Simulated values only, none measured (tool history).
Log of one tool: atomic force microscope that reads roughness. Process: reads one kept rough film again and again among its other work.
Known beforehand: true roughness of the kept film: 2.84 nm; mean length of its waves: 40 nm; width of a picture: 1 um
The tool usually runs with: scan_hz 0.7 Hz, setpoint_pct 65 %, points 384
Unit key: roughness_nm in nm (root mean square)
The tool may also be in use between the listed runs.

run,day,scan_hz,setpoint_pct,points,roughness_nm
1,0,0.7,65,384,2.382
2,1.112,0.7,65,384,2.324
3,3.083,0.7,65,384,2.229
# day 3.367: new tip fitted
4,4.088,0.7,65,384,2.461
5,5.012,0.7,65,384,2.43
6,6.354,0.7,60,384,2.387
7,8.233,0.7,60,384,2.272
# day 9.242: new tip fitted
8,9.421,0.7,59,384,2.52
9,10.7,0.7,59,384,2.451
10,12.221,0.7,56,384,2.377
11,13.35,0.7,56,384,2.326
12,14.742,0.7,65,384,2.201
# day 14.975: new tip fitted
13,16.246,0.7,65,384,2.428
14,18.333,0.7,65,384,2.319
15,20.342,2.365,65,384,2.051
# day 20.738: new tip fitted
16,21.546,2.365,65,384,2.256
17,22.521,0.7,65,384,2.416
18,24.138,0.7,65,384,2.324
19,25.362,2.767,85,459,1.689
20,26.342,2.767,85,459,1.637
# day 26.492: new tip fitted
21,28.617,3.792,65,366,2.07
22,30.071,2.596,83,920,1.768
23,31.088,0.7,58,1012,2.296
# day 32.254: new tip fitted
24,33.079,0.7,65,800,2.461
25,35.079,0.7,65,800,2.351
26,36.475,1.101,65,406,2.244
# day 37.083: height scale calibrated on a step standard
# day 38.05: new tip fitted
27,38.783,0.7,65,259,2.483
28,40.2,3.611,65,384,2.137
29,41.454,3.611,65,384,2.099
30,43.608,3.611,65,384,1.997
# day 43.808: new tip fitted
31,44.538,2.206,56,506,2.45
32,46.683,2.206,56,506,2.343
33,48,2.206,56,427,2.287
34,49.029,2.206,56,427,2.221

Had the tool no unlogged condition, and each run kept its random variation, what would the results have been?
Hidden conditions of the tool in this case: radius of the tip, nm; height scale over the true one, %; drift of the gauge itself on roughness_nm, %.
run,roughness_nm
1,2.551
2,2.546
3,2.551
4,2.547
5,2.564
6,2.59
7,2.566
8,2.59
9,2.593
10,2.597
11,2.601
12,2.54
13,2.55
14,2.547
15,2.352
16,2.35
17,2.572
18,2.557
19,1.902
20,1.881
21,2.22
22,1.955
23,2.593
24,2.569
25,2.554
26,2.503
27,2.529
28,2.236
29,2.251
30,2.24
31,2.502
32,2.501
33,2.504
34,2.475
